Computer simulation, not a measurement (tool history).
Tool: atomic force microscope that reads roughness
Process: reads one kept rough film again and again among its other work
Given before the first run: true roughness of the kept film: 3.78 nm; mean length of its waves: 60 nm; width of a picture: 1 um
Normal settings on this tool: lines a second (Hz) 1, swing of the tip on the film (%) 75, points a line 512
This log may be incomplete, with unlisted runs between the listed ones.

run,hour,lines a second (Hz),swing of the tip on the film (%),points a line,roughness of the kept film (nm (root mean square))
1,0,1,75,512,3.286
2,34.6,1,75,512,3.24
3,75.8,1,75,417,3.188
4,115.1,1,75,512,3.145
5,157.5,1,75,784,3.084
6,198.1,1,75,784,3.053
7,229.2,1,75,784,3.03
# hour 248.2: new tip fitted
8,262.8,3.67,58,512,3.253
# hour 268.8: height scale calibrated on a step standard
9,308.2,1,87,512,3.054
10,365.1,1,87,512,2.976
11,398.7,2.33,74,459,2.881
12,438.7,1,64,464,3.197
13,486.5,1,60,267,3.172

Per-run results on a tool with no hidden state, each run keeping its own random variation:
Unlogged tool condition in this case: radius of the tip, nm; height scale over the true one, %; drift of the gauge itself on roughness_nm, %.
run,roughness of the kept film (nm (root mean square))
1,3.321
2,3.322
3,3.325
4,3.33
5,3.319
6,3.337
7,3.348
8,3.272
9,3.123
10,3.118
11,3.062
12,3.453
13,3.489
